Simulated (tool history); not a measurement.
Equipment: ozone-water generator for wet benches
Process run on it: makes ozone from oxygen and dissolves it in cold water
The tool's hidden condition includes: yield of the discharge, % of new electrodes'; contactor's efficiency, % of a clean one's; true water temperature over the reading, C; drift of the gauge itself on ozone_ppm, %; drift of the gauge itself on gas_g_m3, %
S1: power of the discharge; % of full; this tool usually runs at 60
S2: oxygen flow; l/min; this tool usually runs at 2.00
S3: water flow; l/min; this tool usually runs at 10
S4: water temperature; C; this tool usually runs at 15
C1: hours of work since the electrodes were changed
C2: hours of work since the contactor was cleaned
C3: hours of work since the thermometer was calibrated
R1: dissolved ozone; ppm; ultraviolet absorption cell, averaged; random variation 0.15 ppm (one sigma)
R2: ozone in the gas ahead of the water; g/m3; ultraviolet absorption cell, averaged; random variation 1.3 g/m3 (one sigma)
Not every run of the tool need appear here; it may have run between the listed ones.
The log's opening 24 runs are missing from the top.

run	hour	S1	S2	S3	S4	C1	C2	C3	R1	R2
25	2985.0	60	1.14	13	7	2614	5575	2143	12.0	296.5
26	3114.4	67	1.14	13	10	2693	5654	2222	12.6	319.6
27	3295.1	67	3.23	6	18	2805	5766	2334	33.2	215.9
28	3376.5	67	2.93	6	18	2855	5816	2384	33.5	224.3
29	3537.6	57	2.93	6	18	2954	5915	2483	29.8	200.2
# hour 3546.8: gauge calibrated
30	3612.2	60	1.49	10	15	3000	5961	2529	17.4	272.7
31	3748.3	85	2.00	8	15	3084	6045	2613	30.6	311.1
# hour 3790.6: water thermometer calibrated
32	3914.3	43	2.00	10	16	3186	6147	76	15.0	196.3

Here are 4 independent what-if runs from the current tool condition. What would each one return?
A	4037.8	60	2.86	8	15	3262	6223	152	?	?
B	4037.8	60	2.00	10	7	3262	6223	152	?	?
C	4037.8	60	1.21	10	15	3262	6223	152	?	?
D	4037.8	43	2.00	10	16	3262	6223	152	?	?

run	R1	R2
A	25.7	214.3
B	20.8	247.2
C	16.3	295.2
D	14.9	194.2
What these runs would have given with no unlogged condition in the tool:
run	R1	R2
A	25.7	215.3
B	20.9	248.4
C	16.4	296.5
D	14.9	195.0
